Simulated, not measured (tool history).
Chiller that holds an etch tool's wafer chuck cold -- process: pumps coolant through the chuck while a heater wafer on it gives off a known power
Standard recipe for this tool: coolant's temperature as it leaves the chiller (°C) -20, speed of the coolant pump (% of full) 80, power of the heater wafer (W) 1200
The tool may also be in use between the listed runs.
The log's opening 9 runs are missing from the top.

run     day  coolant's temperature as it leaves the chiller (°C)  speed of the coolant pump (% of full)  power of the heater wafer (W)  hours since the coolant was changed and the channels were flushed  hours since the pump was overhauled  hours since the chiller's thermometer was calibrated  chuck's temperature once it has settled (°C)  how much warmer the coolant comes back (C)
 10  26.192                                                  -20                                     91                           1200                                                               1818                                 3096                                                   260                                         -10.0                                        2.54
 11  28.329                                                  -20                                     91                           1200                                                               1869                                 3147                                                   311                                         -10.0                                        2.56
 12  30.954                                                  -20                                     91                           1200                                                               1932                                 3210                                                   374                                         -10.0                                        2.58
 13  33.342                                                  -20                                     91                           1200                                                               1990                                 3268                                                   431                                          -9.8                                        2.58
 14  35.950                                                  -20                                     91                           1200                                                               2052                                 3330                                                   494                                          -9.9                                        2.56
 15  39.033                                                  -25                                     80                           1200                                                               2126                                 3404                                                   568                                         -13.4                                        3.01
     39.612  -- coolant pump overhauled
 16  41.458                                                  -25                                     80                           1200                                                               2179                                   44                                                   621                                         -13.2                                        3.07
 17  44.088                                                  -25                                     63                            631                                                               2242                                  107                                                   684                                         -17.2                                        2.08
 18  47.304                                                  -25                                     63                            631                                                               2320                                  185                                                   761                                         -17.4                                        2.07
 19  49.608                                                  -13                                     68                           1170                                                               2375                                  240                                                   817                                           0.2                                        3.53
 20  51.683                                                  -15                                     80                           1458                                                               2425                                  290                                                   866                                          -0.6                                        3.68
 21  53.817                                                  -19                                     87                           1200                                                               2476                                  341                                                   918                                          -8.0                                        2.78
     56.354  -- coolant pump overhauled, once more
 22  56.354                                                  -19                                     87                           1200                                                               2532                                    0                                                   973                                          -8.7                                        2.49
 23  59.450                                                  -20                                    100                           1298                                                               2606                                   74                                                  1048                                         -10.2                                        2.30
 24  63.362                                                  -20                                     89                           1200                                                               2700                                  168                                                  1142                                          -9.8                                        2.43
 25  65.404                                                  -20                                     89                           1200                                                               2749                                  217                                                  1191                                         -10.0                                        2.42
 26  68.296                                                  -21                                     89                           1063                                                               2818                                  287                                                  1260                                         -11.9                                        2.15
 27  72.050                                                  -12                                     86                           1063                                                               2909                                  377                                                  1350                                          -2.7                                        2.24
 28  75.154                                                  -24                                     91                           1063                                                               2983                                  451                                                  1425                                         -15.1                                        2.17
 29  78.542                                                  -15                                     74                            784                                                               3064                                  533                                                  1506                                          -7.0                                        1.95
 30  81.075                                                  -15                                     74                            784                                                               3125                                  593                                                  1567                                          -6.8                                        1.98
 31  84.500                                                  -15                                     74                            784                                                               3207                                  676                                                  1649                                          -7.0                                        1.95

Predict each of these 5 candidate next runs independently; none follows another, all start after run 31:
  A  88.354                                                  -28                                     74                            959                                                               3300                                  768                                                  1741                                             ?                                           ?
  B  88.354                                                  -15                                     77                            784                                                               3300                                  768                                                  1741                                             ?                                           ?
  C  88.354                                                  -25                                     74                            784                                                               3300                                  768                                                  1741                                             ?                                           ?
  D  88.354                                                  -15                                     74                            670                                                               3300                                  768                                                  1741                                             ?                                           ?
  E  88.354                                                  -23                                     97                           1352                                                               3300                                  768                                                  1741                                             ?                                           ?

run  chuck's temperature once it has settled (°C)  how much warmer the coolant comes back (C)
  A                                         -18.0                                        2.41
  B                                          -6.9                                        1.88
  C                                         -16.8                                        2.00
  D                                          -7.9                                        1.65
  E                                         -11.9                                        2.51
The same runs, with their run-to-run variation unchanged, on a tool lacking any hidden condition would have given:
run  chuck's temperature once it has settled (°C)  how much warmer the coolant comes back (C)
  A                                         -19.8                                        2.37
  B                                          -8.4                                        1.85
  C                                         -18.3                                        1.97
  D                                          -9.2                                        1.62
  E                                         -13.8                                        2.47
